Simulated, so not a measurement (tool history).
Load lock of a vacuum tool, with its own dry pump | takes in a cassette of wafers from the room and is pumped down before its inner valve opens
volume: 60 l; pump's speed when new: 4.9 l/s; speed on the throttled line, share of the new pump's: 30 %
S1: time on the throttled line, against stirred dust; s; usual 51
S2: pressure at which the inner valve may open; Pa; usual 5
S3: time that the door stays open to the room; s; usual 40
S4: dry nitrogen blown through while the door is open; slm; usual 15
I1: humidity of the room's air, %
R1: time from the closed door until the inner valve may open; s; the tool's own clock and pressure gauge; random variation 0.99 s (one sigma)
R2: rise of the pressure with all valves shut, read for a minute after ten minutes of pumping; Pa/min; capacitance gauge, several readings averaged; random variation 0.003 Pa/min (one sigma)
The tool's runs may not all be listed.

{"run": 1, "hour": 0.0, "S1": 51, "S2": 5, "S3": 40, "S4": 15, "I1": 43.4, "R1": 165.4, "R2": 0.088}
{"run": 2, "hour": 482.7, "S1": 51, "S2": 5, "S3": 40, "S4": 15, "I1": 46.8, "R1": 166.2, "R2": 0.084}
{"run": 3, "hour": 795.1, "S1": 51, "S2": 5, "S3": 40, "S4": 5, "I1": 44.9, "R1": 165.9, "R2": 0.093}
{"run": 4, "hour": 1212.7, "S1": 51, "S2": 5, "S3": 40, "S4": 15, "I1": 41.2, "R1": 166.4, "R2": 0.09}
{"run": 5, "hour": 1633.9, "S1": 51, "S2": 5, "S3": 40, "S4": 16, "I1": 49.1, "R1": 167.9, "R2": 0.099}
{"run": 6, "hour": 1948.0, "S1": 51, "S2": 5, "S3": 40, "S4": 16, "I1": 42.2, "R1": 167.1, "R2": 0.092}
{"run": 7, "hour": 2421.5, "S1": 51, "S2": 5, "S3": 40, "S4": 16, "I1": 45.6, "R1": 168.6, "R2": 0.106}
{"run": 8, "hour": 2725.7, "S1": 51, "S2": 5, "S3": 40, "S4": 15, "I1": 45.8, "R1": 167.6, "R2": 0.102}
{"run": 9, "hour": 3142.0, "S1": 51, "S2": 5, "S3": 40, "S4": 15, "I1": 43.4, "R1": 169.2, "R2": 0.109}
{"run": 10, "hour": 3521.7, "S1": 51, "S2": 5, "S3": 40, "S4": 15, "I1": 43.3, "R1": 169.9, "R2": 0.118}
{"run": 11, "hour": 3848.8, "S1": 51, "S2": 9, "S3": 40, "S4": 15, "I1": 44.2, "R1": 160.6, "R2": 0.122}
{"run": 12, "hour": 4385.0, "S1": 51, "S2": 9, "S3": 40, "S4": 15, "I1": 43.0, "R1": 162.0, "R2": 0.121}
{"run": 13, "hour": 4621.1, "S1": 51, "S2": 9, "S3": 40, "S4": 12, "I1": 43.3, "R1": 162.0, "R2": 0.126}
{"run": 14, "hour": 4923.3, "S1": 51, "S2": 9, "S3": 40, "S4": 12, "I1": 41.2, "R1": 162.2, "R2": 0.123}
{"run": 15, "hour": 5463.8, "S1": 51, "S2": 9, "S3": 40, "S4": 6, "I1": 48.3, "R1": 162.2, "R2": 0.134}
{"run": 16, "hour": 5969.0, "S1": 51, "S2": 9, "S3": 40, "S4": 6, "I1": 45.3, "R1": 163.6, "R2": 0.136}
{"run": 17, "hour": 6390.9, "S1": 51, "S2": 5, "S3": 40, "S4": 15, "I1": 45.0, "R1": 171.1, "R2": 0.141}
{"run": 18, "hour": 6745.5, "S1": 51, "S2": 5, "S3": 40, "S4": 15, "I1": 43.0, "R1": 173.2, "R2": 0.146}
{"run": 19, "hour": 7035.8, "S1": 51, "S2": 5, "S3": 40, "S4": 15, "I1": 45.9, "R1": 170.6, "R2": 0.142}
{"run": 20, "hour": 7383.0, "S1": 89, "S2": 6, "S3": 28, "S4": 10, "I1": 46.5, "R1": 197.0, "R2": 0.152}
{"run": 21, "hour": 7734.2, "S1": 89, "S2": 6, "S3": 28, "S4": 10, "I1": 44.6, "R1": 196.5, "R2": 0.151}
{"run": 22, "hour": 8216.9, "S1": 65, "S2": 7, "S3": 38, "S4": 23, "I1": 46.4, "R1": 178.2, "R2": 0.155}
{"run": 23, "hour": 8558.2, "S1": 65, "S2": 7, "S3": 51, "S4": 24, "I1": 48.3, "R1": 179.4, "R2": 0.169}
{"run": 24, "hour": 8906.0, "S1": 51, "S2": 5, "S3": 123, "S4": 15, "I1": 45.2, "R1": 174.6, "R2": 0.177}
{"run": 25, "hour": 9285.7, "S1": 51, "S2": 5, "S3": 123, "S4": 15, "I1": 45.6, "R1": 173.1, "R2": 0.181}
{"run": 26, "hour": 9817.5, "S1": 70, "S2": 5, "S3": 39, "S4": 15, "I1": 47.8, "R1": 189.8, "R2": 0.173}
{"run": 27, "hour": 10207.3, "S1": 46, "S2": 5, "S3": 74, "S4": 15, "I1": 45.0, "R1": 174.1, "R2": 0.179}
{"run": 28, "hour": 10729.9, "S1": 40, "S2": 5, "S3": 40, "S4": 8, "I1": 45.1, "R1": 170.6, "R2": 0.188}
{"run": 29, "hour": 11031.5, "S1": 40, "S2": 8, "S3": 40, "S4": 9, "I1": 46.0, "R1": 163.4, "R2": 0.193}
{"run": 30, "hour": 11529.1, "S1": 40, "S2": 8, "S3": 40, "S4": 9, "I1": 43.3, "R1": 163.5, "R2": 0.205}
{"run": 31, "hour": 11749.9, "S1": 40, "S2": 8, "S3": 239, "S4": 13, "I1": 41.3, "R1": 165.1, "R2": 0.215}
{"run": 32, "hour": 12216.6, "S1": 90, "S2": 8, "S3": 125, "S4": 13, "I1": 44.8, "R1": 195.9, "R2": 0.215}
{"run": 33, "hour": 12685.8, "S1": 90, "S2": 8, "S3": 125, "S4": 13, "I1": 43.1, "R1": 196.5, "R2": 0.218}
{"run": 34, "hour": 13048.9, "S1": 90, "S2": 8, "S3": 125, "S4": 13, "I1": 43.1, "R1": 200.2, "R2": 0.23}
{"run": 35, "hour": 13386.5, "S1": 86, "S2": 5, "S3": 40, "S4": 40, "I1": 44.4, "R1": 206.5, "R2": 0.216}
{"run": 36, "hour": 13859.8, "S1": 94, "S2": 5, "S3": 40, "S4": 9, "I1": 46.0, "R1": 212.3, "R2": 0.237}
{"run": 37, "hour": 14259.7, "S1": 51, "S2": 4, "S3": 64, "S4": 6, "I1": 48.3, "R1": 186.5, "R2": 0.238}

Some steps in R1 between neighbouring runs. How much of each would the tool show without its hidden state too (settings, what came in, random variation), and how much is left for the hidden state, with any gauge scatter that isn't in both results?
The hidden state here: pump's speed, % of a new pump's; leak at the door's seal, Pa l/s; drift of the gauge itself on ready_s, %; drift of the gauge itself on rise_pa_min, %.
Run 19 -> 20: S1 51 -> 89, S2 5 -> 6, S3 40 -> 28, S4 15 -> 10. R1 +26.4 s: hidden state -1.0, all else +27.4.
Run 31 -> 32: S1 40 -> 90, S3 239 -> 125. R1 +30.8 s: hidden state -2.6, all else +33.4.
Run 34 -> 35: S1 90 -> 86, S2 8 -> 5, S3 125 -> 40, S4 13 -> 40. R1 +6.3 s: hidden state +2.1, all else +4.2.
Run 36 -> 37: S1 94 -> 51, S2 5 -> 4, S3 40 -> 64, S4 9 -> 6. R1 -25.8 s: hidden state +3.9, all else -29.7.
